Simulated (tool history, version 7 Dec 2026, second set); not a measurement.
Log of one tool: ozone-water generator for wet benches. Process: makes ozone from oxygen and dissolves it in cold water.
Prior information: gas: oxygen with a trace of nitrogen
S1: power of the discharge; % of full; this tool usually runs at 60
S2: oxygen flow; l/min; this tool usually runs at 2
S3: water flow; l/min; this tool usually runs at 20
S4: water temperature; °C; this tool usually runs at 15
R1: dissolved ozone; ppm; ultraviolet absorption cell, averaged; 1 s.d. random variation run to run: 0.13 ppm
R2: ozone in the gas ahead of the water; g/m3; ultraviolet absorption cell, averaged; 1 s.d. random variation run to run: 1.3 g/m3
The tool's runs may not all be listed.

{"run": 1, "hour": 0.0, "S1": 60, "S2": 2, "S3": 20, "S4": 15, "R1": 13.6, "R2": 246.1}
{"run": 2, "hour": 28.2, "S1": 60, "S2": 2, "S3": 20, "S4": 15, "R1": 13.4, "R2": 246.9}
{"run": 3, "hour": 57.1, "S1": 60, "S2": 2, "S3": 20, "S4": 15, "R1": 13.6, "R2": 245.9}
{"run": 4, "hour": 101.3, "S1": 60, "S2": 2, "S3": 20, "S4": 15, "R1": 13.6, "R2": 244.7}
{"run": 5, "hour": 124.2, "S1": 60, "S2": 2, "S3": 20, "S4": 15, "R1": 13.6, "R2": 246.3}
{"run": 6, "hour": 159.8, "S1": 60, "S2": 2, "S3": 20, "S4": 12, "R1": 13.9, "R2": 245.3}
{"run": 7, "hour": 198.2, "S1": 60, "S2": 2, "S3": 20, "S4": 12, "R1": 14, "R2": 245.5}
{"run": 8, "hour": 226.4, "S1": 60, "S2": 2, "S3": 20, "S4": 15, "R1": 13.6, "R2": 243.4}
{"run": 9, "hour": 264.5, "S1": 60, "S2": 2, "S3": 20, "S4": 15, "R1": 13.6, "R2": 244.1}
{"run": 10, "hour": 305.6, "S1": 60, "S2": 2, "S3": 20, "S4": 15, "R1": 13.8, "R2": 242.6}
{"run": 11, "hour": 341.6, "S1": 41, "S2": 2, "S3": 20, "S4": 15, "R1": 10.6, "R2": 189}
{"run": 12, "hour": 366.1, "S1": 41, "S2": 2, "S3": 20, "S4": 15, "R1": 10.4, "R2": 188.7}
{"run": 13, "hour": 419.8, "S1": 60, "S2": 2, "S3": 20, "S4": 15, "R1": 13.7, "R2": 244.1}
{"run": 14, "hour": 457.1, "S1": 44, "S2": 2, "S3": 20, "S4": 15, "R1": 10.9, "R2": 195.5}
{"run": 15, "hour": 489.5, "S1": 60, "S2": 1.35, "S3": 20, "S4": 15, "R1": 12, "R2": 299.1}
{"run": 16, "hour": 530.6, "S1": 60, "S2": 2, "S3": 20, "S4": 15, "R1": 13.6, "R2": 242.3}
{"run": 17, "hour": 562.7, "S1": 47, "S2": 2, "S3": 20, "S4": 15, "R1": 11.4, "R2": 204.2}
{"run": 18, "hour": 615.2, "S1": 60, "S2": 1.61, "S3": 20, "S4": 20, "R1": 12.2, "R2": 268.7}
{"run": 19, "hour": 663.5, "S1": 60, "S2": 1.61, "S3": 20, "S4": 20, "R1": 12.5, "R2": 271.5}
{"run": 20, "hour": 699.9, "S1": 60, "S2": 1.07, "S3": 20, "S4": 10, "R1": 11.2, "R2": 332.7}
{"run": 21, "hour": 726.7, "S1": 60, "S2": 1.07, "S3": 20, "S4": 10, "R1": 11.2, "R2": 330.4}

Expected results for the next run?
{"run": 22, "hour": 772.9, "S1": 54, "S2": 2, "S3": 20, "S4": 15, "R1": "?", "R2": "?"}

R1: 12.4 ppm
R2: 225.5 g/m3
Take away the tool's hidden state, keep the run-to-run variation as it was, and the same run would have given R1 12.4 ppm, R2 229.3 g/m3.
